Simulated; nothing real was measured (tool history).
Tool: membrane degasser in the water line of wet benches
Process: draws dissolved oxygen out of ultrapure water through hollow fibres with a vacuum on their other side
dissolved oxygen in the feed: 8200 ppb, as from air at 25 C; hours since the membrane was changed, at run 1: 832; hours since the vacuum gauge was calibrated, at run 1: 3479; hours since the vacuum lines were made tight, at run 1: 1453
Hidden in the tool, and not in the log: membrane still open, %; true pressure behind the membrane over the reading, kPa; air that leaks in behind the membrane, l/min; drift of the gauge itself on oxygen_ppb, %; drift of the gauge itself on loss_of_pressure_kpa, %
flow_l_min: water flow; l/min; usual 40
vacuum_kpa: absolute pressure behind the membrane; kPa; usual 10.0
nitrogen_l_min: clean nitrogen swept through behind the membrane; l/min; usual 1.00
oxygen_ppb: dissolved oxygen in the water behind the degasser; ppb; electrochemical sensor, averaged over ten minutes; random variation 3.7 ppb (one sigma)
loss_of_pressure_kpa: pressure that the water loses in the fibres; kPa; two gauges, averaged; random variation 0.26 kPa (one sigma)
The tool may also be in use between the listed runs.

run    hour  flow_l_min  vacuum_kpa  nitrogen_l_min  hours since the membrane was changed  hours since the vacuum gauge was calibrated  hours since the vacuum lines were made tight  oxygen_ppb  loss_of_pressure_kpa
  1     0.0          40        10.0            1.00                                   832                                         3479                                          1453       517.9                 69.70
  2    53.7          40        10.0            1.00                                   886                                         3532                                          1507       527.0                 69.52
  3    87.8          40        10.0            1.00                                   920                                         3566                                          1541       522.5                 69.52
  4   117.9          40        10.0            1.00                                   950                                         3597                                          1571       519.4                 69.36
  5   153.9          40        10.0            1.00                                   986                                         3633                                          1607       522.9                 69.47
  6   207.5          40        10.0            1.00                                  1040                                         3686                                          1661       524.4                 69.52
  7   261.9          40        10.0            1.00                                  1094                                         3741                                          1715       527.8                 68.98
  8   302.2          40        10.0            1.00                                  1135                                         3781                                          1756       526.6                 69.22
  9   339.9          40        10.0            1.00                                  1172                                         3819                                          1793       521.8                 69.15
 10   371.8          40        10.0            1.00                                  1204                                         3850                                          1825       525.4                 68.68
 11   433.7          40        10.0            1.00                                  1266                                         3912                                          1887       517.4                 68.19
 12   462.8          40        10.0            1.00                                  1295                                         3941                                          1916       522.0                 68.95
 13   523.0          40        10.0            1.00                                  1355                                         4002                                          1976       521.4                 68.75
 14   588.1          55        10.0            1.00                                  1421                                         4067                                          2041       662.5                 94.37
 15   623.1          29        10.0            1.00                                  1456                                         4102                                          2076       403.3                 49.29
 16   670.8          29        10.0            1.00                                  1503                                         4149                                          2124       399.6                 49.45
 17   701.9          29         7.2            1.33                                  1534                                         4180                                          2155       190.4                 49.19
 18   752.8          40        10.0            1.19                                  1585                                         4231                                          2206       457.2                 68.55
 19   784.4          50        18.1            1.19                                  1617                                         4263                                          2238      1137.0                 84.96
 20   843.6          50         8.6            0.78                                  1676                                         4322                                          2297       603.3                 85.09
 21   900.7          50         8.6            0.78                                  1733                                         4379                                          2354       602.3                 84.93
      917.4  -- gauge calibrated
 22   967.2          39         6.9            0.66                                  1800                                         4446                                          2421       396.3                 68.03
 23  1024.4          43        12.4            1.75                                  1857                                         4503                                          2478       479.8                 74.81
 24  1080.7          41        12.4            1.75                                  1913                                         4559                                          2534       457.3                 71.13
 25  1144.3          51        11.9            1.24                                  1977                                         4623                                          2598       677.7                 88.87
 26  1209.5          51        11.9            1.24                                  2042                                         4688                                          2663       676.0                 88.22
 27  1237.2          51        11.9            1.24                                  2070                                         4716                                          2690       672.2                 88.58
 28  1265.1          61        20.5            1.00                                  2097                                         4744                                          2718      1653.7                105.53
 29  1315.4          58        13.4            2.18                                  2148                                         4794                                          2769       572.2                 99.92
 30  1365.0          45        16.8            0.60                                  2197                                         4844                                          2818      1511.8                 77.53
 31  1406.6          46        10.0            0.59                                  2239                                         4885                                          2860       848.8                 79.20

The next listed run, before its measurement:
 32  1470.1          52        10.0            0.48                                  2303                                         4949                                          2923           ?                     ?

oxygen_ppb: 1019.7 ppb
loss_of_pressure_kpa: 88.97 kPa
Without the tool's hidden state the same run would have given oxygen_ppb 1018.5 ppb, loss_of_pressure_kpa 90.42 kPa.
